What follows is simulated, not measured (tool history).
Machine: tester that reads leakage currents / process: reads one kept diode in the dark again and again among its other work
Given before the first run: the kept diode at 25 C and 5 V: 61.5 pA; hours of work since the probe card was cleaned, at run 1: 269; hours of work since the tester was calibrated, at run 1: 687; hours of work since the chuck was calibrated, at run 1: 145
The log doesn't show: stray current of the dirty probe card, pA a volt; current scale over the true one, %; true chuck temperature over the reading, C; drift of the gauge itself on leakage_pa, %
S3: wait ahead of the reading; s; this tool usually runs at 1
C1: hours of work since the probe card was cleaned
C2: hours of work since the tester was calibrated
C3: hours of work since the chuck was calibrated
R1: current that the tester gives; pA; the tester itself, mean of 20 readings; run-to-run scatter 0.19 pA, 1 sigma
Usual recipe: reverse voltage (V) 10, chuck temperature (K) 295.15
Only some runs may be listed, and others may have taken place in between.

run 1 hour=0 | reverse_voltage_(V)=10 chuck_temperature_(K)=295.15 S3=1 | C1=269 C2=687 C3=145 | R1=62.16
run 2 hour=35.1 | reverse_voltage_(V)=10 chuck_temperature_(K)=295.15 S3=7.34 | C1=294 C2=712 C3=170 | R1=61.84
run 3 hour=85.1 | reverse_voltage_(V)=18.4 chuck_temperature_(K)=295.15 S3=1 | C1=330 C2=748 C3=206 | R1=81
run 4 hour=121.7 | reverse_voltage_(V)=18.4 chuck_temperature_(K)=295.15 S3=1 | C1=357 C2=774 C3=232 | R1=81.33
run 5 hour=159.3 | reverse_voltage_(V)=10 chuck_temperature_(K)=295.15 S3=1 | C1=384 C2=801 C3=259 | R1=63.13
run 6 hour=187.4 | reverse_voltage_(V)=10 chuck_temperature_(K)=295.15 S3=1 | C1=404 C2=821 C3=280 | R1=63.14
run 7 hour=223.5 | reverse_voltage_(V)=10 chuck_temperature_(K)=295.15 S3=1 | C1=430 C2=847 C3=306 | R1=63.26
run 8 hour=280 | reverse_voltage_(V)=10 chuck_temperature_(K)=295.15 S3=1 | C1=471 C2=888 C3=346 | R1=63.78
run 9 hour=320.7 | reverse_voltage_(V)=10 chuck_temperature_(K)=295.15 S3=2.85 | C1=500 C2=917 C3=375 | R1=63.76
run 10 hour=349.6 | reverse_voltage_(V)=13.5 chuck_temperature_(K)=304.15 S3=1.44 | C1=521 C2=938 C3=396 | R1=161.52
run 11 hour=399.9 | reverse_voltage_(V)=1.5 chuck_temperature_(K)=322.15 S3=1.14 | C1=557 C2=974 C3=432 | R1=327.59
run 12 hour=454.7 | reverse_voltage_(V)=1.5 chuck_temperature_(K)=322.15 S3=1.14 | C1=596 C2=1014 C3=472 | R1=327.5
run 13 hour=501.4 | reverse_voltage_(V)=10 chuck_temperature_(K)=301.15 S3=2.77 | C1=630 C2=1047 C3=505 | R1=109.84
run 14 hour=552.9 | reverse_voltage_(V)=1.5 chuck_temperature_(K)=295.15 S3=0.36 | C1=667 C2=1084 C3=543 | R1=29.85
run 15 hour=579.7 | reverse_voltage_(V)=1.5 chuck_temperature_(K)=295.15 S3=0.36 | C1=686 C2=1104 C3=562 | R1=29.79
run 16 hour=620.5 | reverse_voltage_(V)=1.8 chuck_temperature_(K)=296.15 S3=0.36 | C1=716 C2=1133 C3=591 | R1=35.26
run 17 hour=664.8 | reverse_voltage_(V)=1.8 chuck_temperature_(K)=296.15 S3=0.36 | C1=748 C2=1165 C3=623 | R1=35.17
run 18 hour=688.3 | reverse_voltage_(V)=1.8 chuck_temperature_(K)=296.15 S3=0.36 | C1=764 C2=1182 C3=640 | R1=35.18

Forecast each of these 3 alternatives for the next run:
run A hour=713.2 | reverse_voltage_(V)=8.4 chuck_temperature_(K)=295.15 S3=1.13 | C1=782 C2=1200 C3=658 | R1=?
run B hour=713.2 | reverse_voltage_(V)=3.2 chuck_temperature_(K)=296.15 S3=0.42 | C1=782 C2=1200 C3=658 | R1=?
run C hour=713.2 | reverse_voltage_(V)=2 chuck_temperature_(K)=295.15 S3=1 | C1=782 C2=1200 C3=658 | R1=?

run=A R1=61.46
run=B R1=44.51
run=C R1=33.39
The same runs, with their run-to-run variation unchanged, on a tool lacking any hidden condition would have given:
run=A R1=56.3
run=B R1=43.35
run=C R1=32.89
